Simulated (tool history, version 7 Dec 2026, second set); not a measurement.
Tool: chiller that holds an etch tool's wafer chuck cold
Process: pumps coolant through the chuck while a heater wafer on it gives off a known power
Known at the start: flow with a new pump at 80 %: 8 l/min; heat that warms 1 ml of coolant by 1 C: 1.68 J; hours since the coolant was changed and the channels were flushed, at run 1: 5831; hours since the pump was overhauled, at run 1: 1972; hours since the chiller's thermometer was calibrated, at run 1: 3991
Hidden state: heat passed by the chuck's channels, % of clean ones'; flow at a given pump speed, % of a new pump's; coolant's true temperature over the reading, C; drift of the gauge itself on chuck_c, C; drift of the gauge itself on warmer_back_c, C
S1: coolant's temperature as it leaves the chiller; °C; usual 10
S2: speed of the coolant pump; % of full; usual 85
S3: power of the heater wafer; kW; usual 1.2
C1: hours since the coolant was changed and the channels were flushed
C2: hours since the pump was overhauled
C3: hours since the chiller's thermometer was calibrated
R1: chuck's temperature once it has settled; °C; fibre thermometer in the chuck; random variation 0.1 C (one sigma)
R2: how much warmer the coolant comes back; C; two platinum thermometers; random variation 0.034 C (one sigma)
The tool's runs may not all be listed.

run,hour,S1,S2,S3,C1,C2,C3,R1,R2
1,0,10,85,1.2,5831,1972,3991,20.5,5.03
2,42.3,10,85,1.2,5873,2015,4033,20.3,4.94
3,75,19,85,1.2,5906,2047,4066,29.4,5.02
# hour 86.9: chiller's thermometer calibrated
4,130.8,19,85,1.2,5961,2102,44,29.2,4.98
5,164.7,19,85,1.2,5995,2136,78,29.4,4.98
6,195.2,17,85,0.71,6025,2167,108,23.1,2.92
7,236.3,17,80,1.277,6066,2208,149,28.5,5.6
8,298.8,10,85,0.608,6129,2270,212,15.2,2.42
9,366,10,88,0.608,6196,2337,279,15.1,2.33
10,424.3,10,68,1.54,6254,2396,337,25.7,7.87

Forecast each of these 5 alternatives for the next run:
A,481.6,8,85,0.733,6311,2453,395,?,?
B,481.6,10,69,1.551,6311,2453,395,?,?
C,481.6,8,71,0.656,6311,2453,395,?,?
D,481.6,10,85,1.605,6311,2453,395,?,?
E,481.6,14,68,1.261,6311,2453,395,?,?

run,R1,R2
A,14.3,2.9
B,25.8,7.8
C,14.7,3.09
D,23.9,6.52
E,26.9,6.4
Without the tool's hidden state the same runs would have given:
run,R1,R2
A,14.3,3.09
B,25.7,7.99
C,14.7,3.29
D,23.8,6.71
E,26.8,6.6

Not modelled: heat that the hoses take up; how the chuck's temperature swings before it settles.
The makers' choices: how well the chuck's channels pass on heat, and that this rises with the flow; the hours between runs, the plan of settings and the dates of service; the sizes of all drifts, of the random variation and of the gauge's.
